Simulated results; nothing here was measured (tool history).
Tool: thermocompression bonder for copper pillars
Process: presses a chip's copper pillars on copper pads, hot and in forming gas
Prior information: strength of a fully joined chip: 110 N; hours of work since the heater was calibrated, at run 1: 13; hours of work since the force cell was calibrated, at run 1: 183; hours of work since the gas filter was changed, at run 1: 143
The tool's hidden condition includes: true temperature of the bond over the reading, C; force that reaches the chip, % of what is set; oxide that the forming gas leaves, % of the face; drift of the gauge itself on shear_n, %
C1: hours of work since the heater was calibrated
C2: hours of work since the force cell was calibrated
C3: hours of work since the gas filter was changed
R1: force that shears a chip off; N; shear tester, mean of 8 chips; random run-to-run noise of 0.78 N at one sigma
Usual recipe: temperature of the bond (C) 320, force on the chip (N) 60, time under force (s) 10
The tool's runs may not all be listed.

run 1 hour=0.0 | temperature_of_the_bond_(C)=320 force_on_the_chip_(N)=60 time_under_force_(s)=10 | C1=13 C2=183 C3=143 | R1=56.0
run 2 hour=13.2 | temperature_of_the_bond_(C)=320 force_on_the_chip_(N)=60 time_under_force_(s)=10 | C1=20 C2=190 C3=150 | R1=56.3
run 3 hour=24.1 | temperature_of_the_bond_(C)=320 force_on_the_chip_(N)=60 time_under_force_(s)=10 | C1=26 C2=195 C3=155 | R1=54.9
run 4 hour=30.7 | temperature_of_the_bond_(C)=320 force_on_the_chip_(N)=60 time_under_force_(s)=10 | C1=30 C2=199 C3=159 | R1=54.5
run 5 hour=43.8 | temperature_of_the_bond_(C)=320 force_on_the_chip_(N)=60 time_under_force_(s)=10 | C1=36 C2=206 C3=166 | R1=54.8
run 6 hour=57.3 | temperature_of_the_bond_(C)=320 force_on_the_chip_(N)=60 time_under_force_(s)=10 | C1=44 C2=213 C3=173 | R1=53.6
run 7 hour=67.9 | temperature_of_the_bond_(C)=320 force_on_the_chip_(N)=45 time_under_force_(s)=10 | C1=49 C2=218 C3=178 | R1=47.4
run 8 hour=79.0 | temperature_of_the_bond_(C)=320 force_on_the_chip_(N)=45 time_under_force_(s)=10 | C1=55 C2=224 C3=184 | R1=46.8
run 9 hour=88.5 | temperature_of_the_bond_(C)=302 force_on_the_chip_(N)=60 time_under_force_(s)=10 | C1=60 C2=229 C3=189 | R1=46.4
run 10 hour=101.0 | temperature_of_the_bond_(C)=320 force_on_the_chip_(N)=60 time_under_force_(s)=10 | C1=67 C2=236 C3=196 | R1=53.3
run 11 hour=114.4 | temperature_of_the_bond_(C)=320 force_on_the_chip_(N)=60 time_under_force_(s)=10 | C1=74 C2=243 C3=203 | R1=53.4
run 12 hour=128.5 | temperature_of_the_bond_(C)=320 force_on_the_chip_(N)=60 time_under_force_(s)=10 | C1=81 C2=250 C3=210 | R1=54.6
run 13 hour=140.2 | temperature_of_the_bond_(C)=318 force_on_the_chip_(N)=73 time_under_force_(s)=14 | C1=87 C2=256 C3=216 | R1=63.4
run 14 hour=151.1 | temperature_of_the_bond_(C)=313 force_on_the_chip_(N)=73 time_under_force_(s)=5 | C1=93 C2=262 C3=222 | R1=43.4
-- hour=160.6 forming gas filter changed
run 15 hour=161.6 | temperature_of_the_bond_(C)=345 force_on_the_chip_(N)=60 time_under_force_(s)=15 | C1=98 C2=268 C3=1 | R1=80.2
run 16 hour=169.6 | temperature_of_the_bond_(C)=300 force_on_the_chip_(N)=88 time_under_force_(s)=9 | C1=103 C2=272 C3=5 | R1=57.9
run 17 hour=181.3 | temperature_of_the_bond_(C)=320 force_on_the_chip_(N)=42 time_under_force_(s)=13 | C1=109 C2=278 C3=11 | R1=55.5
run 18 hour=192.6 | temperature_of_the_bond_(C)=327 force_on_the_chip_(N)=57 time_under_force_(s)=10 | C1=115 C2=284 C3=17 | R1=60.9
run 19 hour=198.7 | temperature_of_the_bond_(C)=319 force_on_the_chip_(N)=56 time_under_force_(s)=23 | C1=118 C2=287 C3=20 | R1=73.0
run 20 hour=212.1 | temperature_of_the_bond_(C)=319 force_on_the_chip_(N)=56 time_under_force_(s)=23 | C1=125 C2=294 C3=27 | R1=73.7
run 21 hour=217.8 | temperature_of_the_bond_(C)=320 force_on_the_chip_(N)=42 time_under_force_(s)=19 | C1=128 C2=297 C3=30 | R1=62.1
run 22 hour=225.2 | temperature_of_the_bond_(C)=296 force_on_the_chip_(N)=59 time_under_force_(s)=19 | C1=132 C2=301 C3=34 | R1=59.2
run 23 hour=234.8 | temperature_of_the_bond_(C)=296 force_on_the_chip_(N)=90 time_under_force_(s)=14 | C1=137 C2=306 C3=39 | R1=65.3
run 24 hour=241.9 | temperature_of_the_bond_(C)=324 force_on_the_chip_(N)=39 time_under_force_(s)=7 | C1=141 C2=310 C3=43 | R1=42.9

Each row is a separate what-if for the run after 24, all from the same tool condition, not one after another. Results?
run A hour=255.8 | temperature_of_the_bond_(C)=337 force_on_the_chip_(N)=60 time_under_force_(s)=10 | C1=148 C2=317 C3=50 | R1=?
run B hour=255.8 | temperature_of_the_bond_(C)=324 force_on_the_chip_(N)=72 time_under_force_(s)=5 | C1=148 C2=317 C3=50 | R1=?
run C hour=255.8 | temperature_of_the_bond_(C)=311 force_on_the_chip_(N)=60 time_under_force_(s)=10 | C1=148 C2=317 C3=50 | R1=?
run D hour=255.8 | temperature_of_the_bond_(C)=348 force_on_the_chip_(N)=60 time_under_force_(s)=10 | C1=148 C2=317 C3=50 | R1=?

run=A R1=65.0
run=B R1=52.8
run=C R1=53.7
run=D R1=71.3
Take away the tool's hidden state, keep each run's random variation, and the runs would have read:
run=A R1=66.0
run=B R1=53.5
run=C R1=54.6
run=D R1=72.5

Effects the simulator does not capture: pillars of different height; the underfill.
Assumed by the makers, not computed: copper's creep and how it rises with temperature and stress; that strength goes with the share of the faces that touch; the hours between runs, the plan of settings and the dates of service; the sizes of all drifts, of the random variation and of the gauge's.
